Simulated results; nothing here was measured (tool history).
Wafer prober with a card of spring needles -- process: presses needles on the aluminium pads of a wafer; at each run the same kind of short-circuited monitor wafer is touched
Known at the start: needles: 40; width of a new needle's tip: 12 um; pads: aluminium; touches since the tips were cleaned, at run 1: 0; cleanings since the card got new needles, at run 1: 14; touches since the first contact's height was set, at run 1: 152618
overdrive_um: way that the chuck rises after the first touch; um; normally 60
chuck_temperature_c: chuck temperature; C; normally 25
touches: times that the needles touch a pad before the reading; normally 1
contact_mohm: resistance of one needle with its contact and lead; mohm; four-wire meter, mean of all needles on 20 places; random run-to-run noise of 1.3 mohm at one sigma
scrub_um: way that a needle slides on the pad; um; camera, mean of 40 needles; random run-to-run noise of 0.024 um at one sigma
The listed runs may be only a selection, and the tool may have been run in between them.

| run | day | overdrive_um | chuck_temperature_c | touches | touches since the tips were cleaned | cleanings since the card got new needles | touches since the first contact's height was set | contact_mohm | scrub_um |
|---|---|---|---|---|---|---|---|---|---|
| 1 | 0 | 60 | 25 | 1 | 0 | 14 | 152618 | 104 | 7.85 |
|  | 0.804 | tips cleaned on abrasive film |
|  | 1.146 | height of the first contact set anew |
| 2 | 1.196 | 60 | 25 | 1 | 5124 | 15 | 651 | 104 | 7.86 |
|  | 1.517 | tips cleaned on abrasive film |
| 3 | 2.058 | 60 | 25 | 1 | 7275 | 16 | 12209 | 103 | 7.86 |
|  | 2.192 | tips cleaned on abrasive film |
|  | 2.904 | tips cleaned on abrasive film |
|  | 3.588 | tips cleaned on abrasive film |
| 4 | 3.646 | 60 | 25 | 1 | 781 | 19 | 33403 | 105 | 7.82 |
|  | 4.379 | tips cleaned on abrasive film |
|  | 5.138 | tips cleaned on abrasive film |
| 5 | 5.567 | 60 | 25 | 1 | 5749 | 21 | 59107 | 105 | 7.89 |
|  | 5.883 | tips cleaned on abrasive film |
|  | 6.588 | tips cleaned on abrasive film |
|  | 7.271 | tips cleaned on abrasive film |
| 6 | 7.346 | 60 | 46 | 1 | 1027 | 24 | 82909 | 108 | 7.87 |
|  | 8.058 | tips cleaned on abrasive film |
|  | 8.817 | tips cleaned on abrasive film |
| 7 | 9.125 | 60 | 25 | 1 | 4107 | 26 | 106695 | 105 | 7.85 |
|  | 9.492 | tips cleaned on abrasive film |
|  | 10.204 | tips cleaned on abrasive film |
| 8 | 10.558 | 60 | 25 | 1 | 4773 | 28 | 125911 | 106 | 7.79 |
|  | 10.933 | tips cleaned on abrasive film |
|  | 11.725 | tips cleaned on abrasive film |
| 9 | 11.817 | 60 | 25 | 1 | 1284 | 30 | 142738 | 103 | 7.86 |
|  | 12.483 | tips cleaned on abrasive film |
|  | 13.175 | tips cleaned on abrasive film |
|  | 13.575 | height of the first contact set anew |
| 10 | 13.742 | 60 | 83 | 1 | 7447 | 32 | 2270 | 114 | 7.84 |
|  | 13.917 | tips cleaned on abrasive film |
|  | 14.683 | tips cleaned on abrasive film |
|  | 15.488 | tips cleaned on abrasive film |
| 11 | 15.75 | 60 | 83 | 1 | 3536 | 35 | 29100 | 111 | 7.84 |
|  | 16.217 | tips cleaned on abrasive film |
|  | 16.9 | tips cleaned on abrasive film |
|  | 17.667 | tips cleaned on abrasive film |
| 12 | 17.829 | 60 | 25 | 1 | 2162 | 38 | 56906 | 104 | 7.82 |
|  | 18.412 | tips cleaned on abrasive film |
| 13 | 18.688 | 60 | 28 | 2 | 3692 | 39 | 68421 | 104 | 7.86 |
|  | 19.096 | tips cleaned on abrasive film |
|  | 19.9 | tips cleaned on abrasive film |
| 14 | 20.383 | 69 | 54 | 2 | 6468 | 41 | 91116 | 107 | 9.02 |
|  | 20.642 | tips cleaned on abrasive film |
|  | 21.312 | tips cleaned on abrasive film |
|  | 21.988 | tips cleaned on abrasive film |
| 15 | 22.338 | 61 | 111 | 2 | 4697 | 44 | 117240 | 115 | 7.94 |
|  | 22.671 | tips cleaned on abrasive film |
|  | 23.404 | tips cleaned on abrasive film |
|  | 24.108 | tips cleaned on abrasive film |
| 16 | 24.462 | 60 | 35 | 1 | 4744 | 47 | 145681 | 105 | 7.83 |

Forecast run 17:
|  | 24.8 | tips cleaned on abrasive film |
|  | 25.571 | tips cleaned on abrasive film |
|  | 26.096 | height of the first contact set anew |
|  | 26.267 | tips cleaned on abrasive film |
| 17 | 26.312 | 60 | 37 | 1 | 654 | 50 | 2890 | ? | ? |

For run 17 the tool returned contact_mohm 104 mohm, scrub_um 7.82 um.
Had the tool carried no hidden state, the very same run would have given contact_mohm 104 mohm, scrub_um 7.82 um.

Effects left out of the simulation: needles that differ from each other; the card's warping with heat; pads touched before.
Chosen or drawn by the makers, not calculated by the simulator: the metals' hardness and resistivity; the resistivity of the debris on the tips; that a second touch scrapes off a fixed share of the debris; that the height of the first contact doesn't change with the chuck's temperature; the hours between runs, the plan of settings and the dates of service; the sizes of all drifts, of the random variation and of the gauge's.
